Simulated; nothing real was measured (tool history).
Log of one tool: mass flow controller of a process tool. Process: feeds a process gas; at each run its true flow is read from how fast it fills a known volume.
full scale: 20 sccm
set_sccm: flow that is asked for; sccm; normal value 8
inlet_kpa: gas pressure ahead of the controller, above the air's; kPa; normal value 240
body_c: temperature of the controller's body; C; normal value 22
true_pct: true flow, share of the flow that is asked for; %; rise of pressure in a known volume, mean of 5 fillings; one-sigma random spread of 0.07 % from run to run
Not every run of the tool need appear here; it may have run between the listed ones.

run    hour  set_sccm  inlet_kpa  body_c  true_pct
  1     0.0         8        240      22     97.96
  2   282.9         8        202      22     98.24
  3   417.0         8        248      22     98.09
  4   631.4         8        240      24     98.09
  5   825.3         8        240      24     98.39
  6  1124.8         4        240      22     97.98
  7  1360.2         8        240      22     98.63
  8  1648.6         9        240      22     98.73
  9  1947.0        11        240      22     99.15
 10  2162.6        11        240      22     99.40
 11  2403.0        11        240      22     99.40
 12  2596.4        11        240      22     99.46
 13  2768.0         8        240      22     99.12
 14  3068.3        15        240      22    100.45
 15  3300.8         8        240      22     99.26
 16  3464.4         8        240      22     99.33
 17  3698.9         8        240      22     99.46
 18  3985.2         8        240      31     99.36
 19  4159.1         8        240      31     99.27
 20  4349.1         8        240      21     99.84
 21  4625.2         8        240      21     99.93
 22  4856.8         8        240      29     99.73
 23  5125.2         3        240      31     99.12
 24  5337.6        11        240      29    100.29
     5439.4  -- gauge calibrated
 25  5511.9        11        240      29     98.39
 26  5692.0         3        240      29     97.25
 27  5984.0         3        240      29     97.25
 28  6168.0        15        240      33     99.17
 29  6399.2         8        240      33     98.03
 30  6618.3        17        231      29     99.89
 31  6858.5         8        193      33     98.51
 32  7150.0         6        211      22     98.57
 33  7452.0         8        240      32     98.60
 34  7756.4         8        160      25     99.24
 35  8047.0         4        143      34     98.65
 36  8301.2        15        200      32    100.16
 37  8544.8        18        240      25    100.74
 38  8749.3        18        240      25    100.71
 39  8961.0        18        240      25    100.95
 40  9273.5         6        251      24     99.05
 41  9529.4         4        251      38     98.48
 42  9654.6         8        240      24     99.55
 43  9786.0         8        240      24     99.71
 44  9934.4         5        162      22     99.74

Branching from run 44: 3 alternative next runs. What would each branch give?
  A  10135.2         6        143      24         ?
  B  10135.2        12        215      25         ?
  C  10135.2         2        145      22         ?

run  true_pct
  A    100.00
  B    100.56
  C     99.43
Without the tool's hidden state the same runs would have given:
run  true_pct
  A     98.18
  B     98.73
  C     97.61

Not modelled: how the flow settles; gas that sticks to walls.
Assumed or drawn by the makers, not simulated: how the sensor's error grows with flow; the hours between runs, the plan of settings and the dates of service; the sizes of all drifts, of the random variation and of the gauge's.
